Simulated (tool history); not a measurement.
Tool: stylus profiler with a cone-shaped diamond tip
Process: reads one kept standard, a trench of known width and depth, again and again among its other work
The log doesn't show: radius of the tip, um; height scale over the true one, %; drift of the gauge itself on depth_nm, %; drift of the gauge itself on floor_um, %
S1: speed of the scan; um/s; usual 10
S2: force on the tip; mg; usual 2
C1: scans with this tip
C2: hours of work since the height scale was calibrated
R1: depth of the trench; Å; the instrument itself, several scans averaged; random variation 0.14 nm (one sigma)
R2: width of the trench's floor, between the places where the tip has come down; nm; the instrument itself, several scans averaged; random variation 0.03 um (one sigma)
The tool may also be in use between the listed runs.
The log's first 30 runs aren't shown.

run   hour  S1    S2    C1   C2      R1     R2
 31  448.9  10   1.4  6260  555    5059  15640
 32  467.1   2  1.29  6368  565  5056.9  15600
 33    488  32  1.29  6492  576  5056.9  15600
 34  507.1  32  1.29  6605  586  5054.2  15550
 35    518  10  0.78  6670  591  5039.4  15570
 36  527.5  10  0.78  6726  596  5039.5  15590
 37  537.7  10  0.78  6787  602  5039.5  15600
 38  551.5   3  1.03  6869  609  5044.7  15620
 39    568   2  1.03  6967  618  5046.9  15650
 40    585   2  1.03  7068  627  5046.4  15610
 41  598.2   3  0.86  7146  634  5040.2  15640
 42  619.2   5  1.08  7271  645  5047.1  15580
 43  632.1   5  1.08  7348  652  5048.5  15640
 44  648.6   2  4.46  7446  660  5126.1  15620
 45  663.1   8  1.02  7531  668  5047.7  15600
 46  674.1   6  1.18  7597  674  5051.8  15640

3 ways to go on from here, each from the tool as it stands after run 46. What would each give?
  A  683.8   2     2  7655  679   ?   ?
  B  683.8  17  0.82  7655  679   ?   ?
  C  683.8   5  0.95  7655  679   ?   ?

run      R1     R2
  A  5073.8  15650
  B  5039.7  15580
  C  5040.7  15580
Without the tool's hidden state the same runs would have given:
run      R1     R2
  A  5073.9  15660
  B  5039.8  15590
  C  5040.8  15590

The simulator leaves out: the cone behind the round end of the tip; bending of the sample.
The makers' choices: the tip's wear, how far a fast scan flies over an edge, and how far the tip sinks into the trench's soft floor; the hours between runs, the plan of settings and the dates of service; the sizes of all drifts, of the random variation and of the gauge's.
